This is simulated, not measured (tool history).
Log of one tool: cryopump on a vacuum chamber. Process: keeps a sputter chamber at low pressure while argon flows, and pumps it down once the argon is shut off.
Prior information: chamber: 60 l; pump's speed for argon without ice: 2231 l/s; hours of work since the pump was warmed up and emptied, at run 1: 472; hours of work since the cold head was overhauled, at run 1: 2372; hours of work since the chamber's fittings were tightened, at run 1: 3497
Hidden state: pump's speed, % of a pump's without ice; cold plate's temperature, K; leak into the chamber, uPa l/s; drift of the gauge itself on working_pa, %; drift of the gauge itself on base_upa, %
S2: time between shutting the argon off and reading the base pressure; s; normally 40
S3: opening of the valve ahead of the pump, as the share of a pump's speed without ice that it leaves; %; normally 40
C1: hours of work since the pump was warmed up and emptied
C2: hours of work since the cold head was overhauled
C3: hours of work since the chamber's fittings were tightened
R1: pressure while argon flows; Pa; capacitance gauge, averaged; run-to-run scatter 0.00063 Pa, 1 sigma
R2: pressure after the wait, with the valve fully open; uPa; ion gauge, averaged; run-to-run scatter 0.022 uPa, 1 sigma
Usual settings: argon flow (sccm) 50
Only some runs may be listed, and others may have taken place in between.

Run 1, hour 0.0: usual settings; C1 472; C2 2372; C3 3497. Result: R1 0.1002 Pa, R2 0.78 uPa.
Run 2, hour 83.1: usual settings; C1 543; C2 2444; C3 3568. Result: R1 0.1009 Pa, R2 0.84 uPa.
Run 3, hour 153.9: usual settings; C1 604; C2 2504; C3 3628. Result: R1 0.1037 Pa, R2 0.78 uPa.
Run 4, hour 244.6: usual settings; C1 681; C2 2582; C3 3706. Result: R1 0.1037 Pa, R2 0.83 uPa.
Run 5, hour 332.9: usual settings; C1 757; C2 2657; C3 3782. Result: R1 0.1062 Pa, R2 0.85 uPa.
Run 6, hour 394.8: usual settings; C1 810; C2 2710; C3 3835. Result: R1 0.1063 Pa, R2 0.83 uPa.
At hour 466.8: leaking fittings of the chamber tightened, without venting.
Run 7, hour 466.8: usual settings but argon flow (sccm) 53; C1 870; C2 2770; C3 0. Result: R1 0.1135 Pa, R2 0.70 uPa.
At hour 480.3: pump warmed up, emptied and cooled again.
Run 8, hour 543.0: usual settings; C1 54; C2 2831; C3 61. Result: R1 0.0964 Pa, R2 0.61 uPa.
Run 9, hour 605.5: usual settings; C1 107; C2 2885; C3 114. Result: R1 0.0962 Pa, R2 0.63 uPa.
Run 10, hour 674.6: usual settings; C1 166; C2 2944; C3 173. Result: R1 0.0991 Pa, R2 0.61 uPa.
Run 11, hour 721.8: usual settings; C1 207; C2 2984; C3 214. Result: R1 0.0996 Pa, R2 0.63 uPa.
Run 12, hour 800.8: usual settings; C1 274; C2 3052; C3 281. Result: R1 0.0991 Pa, R2 0.67 uPa.
Run 13, hour 878.0: usual settings but S2 59 s; C1 340; C2 3118; C3 348. Result: R1 0.1002 Pa, R2 0.49 uPa.
Run 14, hour 976.0: usual settings but S2 59 s; C1 424; C2 3202; C3 431. Result: R1 0.1001 Pa, R2 0.48 uPa.
Run 15, hour 1058.4: usual settings but S2 59 s; C1 495; C2 3272; C3 502. Result: R1 0.1022 Pa, R2 0.53 uPa.
Run 16, hour 1111.8: usual settings but S2 30 s; C1 540; C2 3318; C3 548. Result: R1 0.1025 Pa, R2 0.82 uPa.
Run 17, hour 1176.3: usual settings but S2 30 s; C1 596; C2 3373; C3 603. Result: R1 0.1034 Pa, R2 0.78 uPa.
Run 18, hour 1251.3: usual settings but S2 30 s; C1 660; C2 3437; C3 667. Result: R1 0.1044 Pa, R2 0.82 uPa.
Run 19, hour 1349.7: usual settings but S2 30 s; C1 744; C2 3521; C3 751. Result: R1 0.1058 Pa, R2 0.84 uPa.
Run 20, hour 1398.1: usual settings but argon flow (sccm) 25, S2 231 s; C1 785; C2 3563; C3 793. Result: R1 0.0534 Pa, R2 0.31 uPa.
Run 21, hour 1488.2: usual settings but argon flow (sccm) 25, S2 231 s; C1 862; C2 3640; C3 870. Result: R1 0.0538 Pa, R2 0.31 uPa.
At hour 1509.6: pump warmed up, emptied and cooled again.
Run 22, hour 1574.3: usual settings but argon flow (sccm) 29; C1 55; C2 3709; C3 939. Result: R1 0.0558 Pa, R2 0.69 uPa.
Run 23, hour 1642.6: usual settings but argon flow (sccm) 29, S2 30 s, S3 30 %; C1 114; C2 3768; C3 998. Result: R1 0.0750 Pa, R2 0.82 uPa.
Run 24, hour 1691.5: usual settings but argon flow (sccm) 29, S2 69 s, S3 39 %; C1 156; C2 3810; C3 1039. Result: R1 0.0570 Pa, R2 0.50 uPa.
Run 25, hour 1762.4: usual settings but argon flow (sccm) 29, S2 69 s, S3 39 %; C1 216; C2 3870; C3 1100. Result: R1 0.0580 Pa, R2 0.45 uPa.
Run 26, hour 1851.6: usual settings but S2 35 s; C1 293; C2 3947; C3 1176. Result: R1 0.0982 Pa, R2 0.75 uPa.
Run 27, hour 1906.2: usual settings but argon flow (sccm) 44, S2 144 s; C1 339; C2 3993; C3 1223. Result: R1 0.0874 Pa, R2 0.33 uPa.
Run 28, hour 1961.6: usual settings but argon flow (sccm) 44, S2 144 s; C1 387; C2 4041; C3 1271. Result: R1 0.0890 Pa, R2 0.34 uPa.
Run 29, hour 2002.4: usual settings; C1 422; C2 4076; C3 1305. Result: R1 0.1002 Pa, R2 0.68 uPa.
Run 30, hour 2051.4: usual settings but S2 210 s, S3 17 %; C1 464; C2 4118; C3 1347. Result: R1 0.2291 Pa, R2 0.35 uPa.
Run 31, hour 2091.1: usual settings but argon flow (sccm) 90, S2 63 s, S3 18 %; C1 498; C2 4152; C3 1381. Result: R1 0.3911 Pa, R2 0.53 uPa.
Run 32, hour 2140.3: usual settings but argon flow (sccm) 90, S2 114 s, S3 23 %; C1 540; C2 4194; C3 1423. Result: R1 0.3098 Pa, R2 0.44 uPa.
Run 33, hour 2190.0: usual settings but argon flow (sccm) 90, S2 119 s, S3 55 %; C1 582; C2 4236; C3 1466. Result: R1 0.1399 Pa, R2 0.43 uPa.
Run 34, hour 2280.9: usual settings but argon flow (sccm) 56, S2 267 s, S3 38 %; C1 660; C2 4314; C3 1544. Result: R1 0.1226 Pa, R2 0.35 uPa.

Hidden condition of the tool, last listed run before each entry between runs versus first listed run after:
In the gap between runs 6 and 7: leaking fittings of the chamber tightened, without venting (hour 466.8)
  pump's speed, % of a pump's without ice: 77.7 -> 76.2; cold plate's temperature, K: 12.83 -> 12.85; leak into the chamber, uPa l/s: 655 -> 324
  measured minus no-state result, R1: +0.0117 -> +0.0134 Pa; R2: +0.25 -> +0.06 uPa
In the gap between runs 7 and 8: pump warmed up, emptied and cooled again (hour 480.3)
  pump's speed, % of a pump's without ice: 76.2 -> 98.1; cold plate's temperature, K: 12.85 -> 12.86; leak into the chamber, uPa l/s: 324 -> 330
  measured minus no-state result, R1: +0.0134 -> +0.0014 Pa; R2: +0.06 -> +0.02 uPa
In the gap between runs 21 and 22: pump warmed up, emptied and cooled again (hour 1509.6)
  pump's speed, % of a pump's without ice: 75.6 -> 98.3; cold plate's temperature, K: 13.08 -> 13.09; leak into the chamber, uPa l/s: 401 -> 407
  measured minus no-state result, R1: +0.0067 -> +0.0009 Pa; R2: +0.11 -> +0.06 uPa
